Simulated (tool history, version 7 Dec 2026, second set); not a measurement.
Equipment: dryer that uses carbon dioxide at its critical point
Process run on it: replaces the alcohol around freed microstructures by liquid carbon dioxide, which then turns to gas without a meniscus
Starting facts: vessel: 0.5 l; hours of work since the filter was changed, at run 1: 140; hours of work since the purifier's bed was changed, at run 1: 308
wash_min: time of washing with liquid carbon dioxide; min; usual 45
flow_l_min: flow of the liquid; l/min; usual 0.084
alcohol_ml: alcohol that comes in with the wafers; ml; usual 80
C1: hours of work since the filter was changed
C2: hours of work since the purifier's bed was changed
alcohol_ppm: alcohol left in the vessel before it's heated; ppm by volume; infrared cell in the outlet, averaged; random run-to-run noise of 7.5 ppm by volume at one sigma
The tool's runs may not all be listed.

run 1 hour=0 | wash_min=45 flow_l_min=0.084 alcohol_ml=80 | C1=140 C2=308 | alcohol_ppm=454
run 2 hour=20.1 | wash_min=45 flow_l_min=0.084 alcohol_ml=80 | C1=148 C2=315 | alcohol_ppm=463
run 3 hour=41.2 | wash_min=45 flow_l_min=0.084 alcohol_ml=80 | C1=156 C2=324 | alcohol_ppm=468
run 4 hour=56.6 | wash_min=45 flow_l_min=0.084 alcohol_ml=80 | C1=162 C2=330 | alcohol_ppm=482
run 5 hour=78.2 | wash_min=45 flow_l_min=0.084 alcohol_ml=29 | C1=171 C2=338 | alcohol_ppm=180
run 6 hour=93.2 | wash_min=45 flow_l_min=0.084 alcohol_ml=29 | C1=177 C2=344 | alcohol_ppm=186
run 7 hour=108.6 | wash_min=45 flow_l_min=0.084 alcohol_ml=29 | C1=183 C2=350 | alcohol_ppm=185
run 8 hour=123.6 | wash_min=45 flow_l_min=0.084 alcohol_ml=29 | C1=189 C2=356 | alcohol_ppm=199
run 9 hour=135.6 | wash_min=45 flow_l_min=0.058 alcohol_ml=80 | C1=193 C2=361 | alcohol_ppm=2915
run 10 hour=155 | wash_min=41 flow_l_min=0.084 alcohol_ml=80 | C1=201 C2=369 | alcohol_ppm=790
run 11 hour=172.6 | wash_min=45 flow_l_min=0.1137 alcohol_ml=80 | C1=208 C2=375 | alcohol_ppm=94
run 12 hour=186 | wash_min=45 flow_l_min=0.084 alcohol_ml=22 | C1=213 C2=381 | alcohol_ppm=165
run 13 hour=197.9 | wash_min=45 flow_l_min=0.084 alcohol_ml=22 | C1=218 C2=385 | alcohol_ppm=160
run 14 hour=210.6 | wash_min=45 flow_l_min=0.084 alcohol_ml=22 | C1=223 C2=390 | alcohol_ppm=150
run 15 hour=233.2 | wash_min=45 flow_l_min=0.0595 alcohol_ml=27 | C1=232 C2=399 | alcohol_ppm=939
run 16 hour=252.4 | wash_min=68 flow_l_min=0.0553 alcohol_ml=105 | C1=239 C2=407 | alcohol_ppm=719
run 17 hour=272.3 | wash_min=71 flow_l_min=0.084 alcohol_ml=35 | C1=247 C2=415 | alcohol_ppm=45
run 18 hour=283.8 | wash_min=44 flow_l_min=0.0667 alcohol_ml=35 | C1=252 C2=419 | alcohol_ppm=798
run 19 hour=296.5 | wash_min=41 flow_l_min=0.1231 alcohol_ml=58 | C1=257 C2=424 | alcohol_ppm=72
run 20 hour=319.1 | wash_min=57 flow_l_min=0.084 alcohol_ml=65 | C1=266 C2=433 | alcohol_ppm=114
run 21 hour=338 | wash_min=60 flow_l_min=0.0722 alcohol_ml=65 | C1=273 C2=440 | alcohol_ppm=212

Forecast each of these 4 alternatives for the next run:
run A hour=348.6 | wash_min=45 flow_l_min=0.084 alcohol_ml=23 | C1=277 C2=445 | alcohol_ppm=?
run B hour=348.6 | wash_min=60 flow_l_min=0.0722 alcohol_ml=54 | C1=277 C2=445 | alcohol_ppm=?
run C hour=348.6 | wash_min=41 flow_l_min=0.0722 alcohol_ml=65 | C1=277 C2=445 | alcohol_ppm=?
run D hour=348.6 | wash_min=38 flow_l_min=0.0722 alcohol_ml=37 | C1=277 C2=445 | alcohol_ppm=?

run=A alcohol_ppm=174
run=B alcohol_ppm=188
run=C alcohol_ppm=1500
run=D alcohol_ppm=1193
Take away the tool's hidden state, keep each run's random variation, and the runs would have read:
run=A alcohol_ppm=106
run=B alcohol_ppm=114
run=C alcohol_ppm=1150
run=D alcohol_ppm=926

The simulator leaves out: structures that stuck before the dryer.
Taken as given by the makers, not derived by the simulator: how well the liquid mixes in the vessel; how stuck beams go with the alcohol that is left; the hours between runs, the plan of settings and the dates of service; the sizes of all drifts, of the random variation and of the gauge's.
